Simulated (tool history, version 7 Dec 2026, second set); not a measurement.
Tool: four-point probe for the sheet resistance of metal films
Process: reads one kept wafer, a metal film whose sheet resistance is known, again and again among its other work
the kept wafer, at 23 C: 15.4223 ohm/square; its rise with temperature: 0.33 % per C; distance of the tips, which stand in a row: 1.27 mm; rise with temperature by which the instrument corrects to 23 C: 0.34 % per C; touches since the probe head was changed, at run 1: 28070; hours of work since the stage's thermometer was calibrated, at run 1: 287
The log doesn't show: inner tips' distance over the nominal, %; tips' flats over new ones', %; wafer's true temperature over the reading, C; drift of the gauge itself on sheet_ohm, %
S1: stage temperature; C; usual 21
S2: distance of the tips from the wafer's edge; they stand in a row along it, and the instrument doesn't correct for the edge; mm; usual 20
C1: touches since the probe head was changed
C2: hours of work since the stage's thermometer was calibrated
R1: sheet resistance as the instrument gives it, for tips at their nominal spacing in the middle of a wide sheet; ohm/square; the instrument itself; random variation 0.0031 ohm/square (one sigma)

run	day	S1	S2	C1	C2	R1
1	0	21	20	28070	287	15.508791
2	2.729	21	20	29642	322	15.510906
3	5.592	21	20	31294	359	15.516305
4	7.133	21	20	32180	379	15.523408
5	9.754	21	20	33691	413	15.521939
6	11.625	21	7	34770	438	15.763211
7	13.075	21	7	35605	456	15.76433
8	16.138	21	20	37372	496	15.53249
9	19.088	21	20	39072	534	15.534488
10	21.262	21	20	40326	563	15.537033
11	23.175	21	20	41428	587	15.536578
12	25.804	30	20	42943	622	15.525701
13	27.629	21	8	43996	645	15.725302
14	29.208	28	23	44905	666	15.52526
15	30.65	28	23	45737	685	15.522992
16	34.029	22	39	47685	728	15.52904
17	35.442	22	39	48499	747	15.52853
18	38.45	22	39	50233	786	15.528302
19	41.688	30	4	52099	828	16.308714
20	43.092	23	56	52910	846	15.527108
21	46.146	23	56	54669	886	15.532525
22	49.658	23	56	56693	931	15.540197
23	52.846	19	29	58530	973	15.563874
24	55.042	21	35	59798	1001	15.558233
25	58.058	21	35	61536	1040	15.554063
26	61.388	19	6	63456	1084	15.927774

Forecast each of these 3 alternatives for the next run:
A	63.771	18	31	64828	1114	?
B	63.771	27	20	64828	1114	?
C	63.771	22	49	64828	1114	?

run	R1
A	15.577017
B	15.58123
C	15.556743
Without the tool's hidden state the same runs would have given:
run	R1
A	15.447626
B	15.451741
C	15.427481

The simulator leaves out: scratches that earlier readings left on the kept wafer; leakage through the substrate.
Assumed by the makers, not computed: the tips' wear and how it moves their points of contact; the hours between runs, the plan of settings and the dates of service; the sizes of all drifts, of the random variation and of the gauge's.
